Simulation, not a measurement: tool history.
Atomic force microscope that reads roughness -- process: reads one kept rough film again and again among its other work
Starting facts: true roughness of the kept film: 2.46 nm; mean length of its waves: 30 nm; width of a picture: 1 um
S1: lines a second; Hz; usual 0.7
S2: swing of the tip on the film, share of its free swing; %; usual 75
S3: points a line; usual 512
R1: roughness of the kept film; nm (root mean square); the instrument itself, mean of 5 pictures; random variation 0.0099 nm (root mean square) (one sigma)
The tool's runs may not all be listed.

{"run": 1, "hour": 0.0, "S1": 0.7, "S2": 75, "S3": 512, "R1": 2.168}
{"run": 2, "hour": 10.9, "S1": 0.7, "S2": 75, "S3": 512, "R1": 2.138}
{"run": 3, "hour": 19.0, "S1": 0.7, "S2": 75, "S3": 512, "R1": 2.139}
{"run": 4, "hour": 27.2, "S1": 0.7, "S2": 75, "S3": 512, "R1": 2.099}
{"run": 5, "hour": 35.8, "S1": 0.7, "S2": 75, "S3": 512, "R1": 2.094}
{"hour": 41.2, "done": "new tip fitted"}
{"run": 6, "hour": 43.7, "S1": 0.7, "S2": 75, "S3": 512, "R1": 2.225}
{"run": 7, "hour": 50.7, "S1": 0.7, "S2": 75, "S3": 512, "R1": 2.208}
{"run": 8, "hour": 57.5, "S1": 0.7, "S2": 75, "S3": 512, "R1": 2.204}
{"run": 9, "hour": 62.9, "S1": 0.7, "S2": 75, "S3": 512, "R1": 2.19}
{"run": 10, "hour": 69.5, "S1": 0.7, "S2": 75, "S3": 512, "R1": 2.18}
{"run": 11, "hour": 74.5, "S1": 0.7, "S2": 75, "S3": 512, "R1": 2.149}
{"run": 12, "hour": 82.9, "S1": 0.7, "S2": 75, "S3": 512, "R1": 2.159}
{"run": 13, "hour": 87.7, "S1": 0.7, "S2": 75, "S3": 512, "R1": 2.166}
{"run": 14, "hour": 93.9, "S1": 0.7, "S2": 75, "S3": 512, "R1": 2.117}
{"run": 15, "hour": 99.0, "S1": 0.956, "S2": 75, "S3": 902, "R1": 2.108}
{"run": 16, "hour": 108.9, "S1": 0.956, "S2": 75, "S3": 902, "R1": 2.083}
{"run": 17, "hour": 117.6, "S1": 1.852, "S2": 88, "S3": 293, "R1": 1.83}
{"hour": 120.4, "done": "new tip fitted"}
{"run": 18, "hour": 127.7, "S1": 1.852, "S2": 88, "S3": 293, "R1": 1.962}
{"hour": 129.5, "done": "height scale calibrated on a step standard"}
{"run": 19, "hour": 138.7, "S1": 1.852, "S2": 88, "S3": 293, "R1": 1.94}
{"run": 20, "hour": 144.0, "S1": 1.852, "S2": 80, "S3": 551, "R1": 2.05}
{"run": 21, "hour": 154.3, "S1": 1.852, "S2": 80, "S3": 284, "R1": 2.01}
{"run": 22, "hour": 159.4, "S1": 1.852, "S2": 80, "S3": 284, "R1": 1.98}
{"run": 23, "hour": 164.7, "S1": 1.852, "S2": 80, "S3": 284, "R1": 1.984}
{"run": 24, "hour": 172.0, "S1": 1.852, "S2": 80, "S3": 284, "R1": 1.974}
{"hour": 173.8, "done": "height scale calibrated on a step standard, once more"}
{"run": 25, "hour": 182.9, "S1": 3.696, "S2": 56, "S3": 394, "R1": 2.083}
{"run": 26, "hour": 188.0, "S1": 3.696, "S2": 56, "S3": 394, "R1": 2.075}
{"run": 27, "hour": 198.6, "S1": 0.633, "S2": 83, "S3": 527, "R1": 2.094}
{"hour": 202.3, "done": "new tip fitted"}
{"run": 28, "hour": 204.5, "S1": 0.711, "S2": 61, "S3": 313, "R1": 2.266}

4 options for the next run, each taken on its own from the tool as it stands now. Forecast them:
{"run": "A", "hour": 210.6, "S1": 1.007, "S2": 73, "S3": 274, "R1": "?"}
{"run": "B", "hour": 210.6, "S1": 0.54, "S2": 75, "S3": 706, "R1": "?"}
{"run": "C", "hour": 210.6, "S1": 0.711, "S2": 61, "S3": 945, "R1": "?"}
{"run": "D", "hour": 210.6, "S1": 2.884, "S2": 75, "S3": 941, "R1": "?"}

run=A R1=2.175
run=B R1=2.257
run=C R1=2.28
run=D R1=2.032
With no hidden state in the tool, these same runs would have given:
run=A R1=2.193
run=B R1=2.275
run=C R1=2.298
run=D R1=2.049
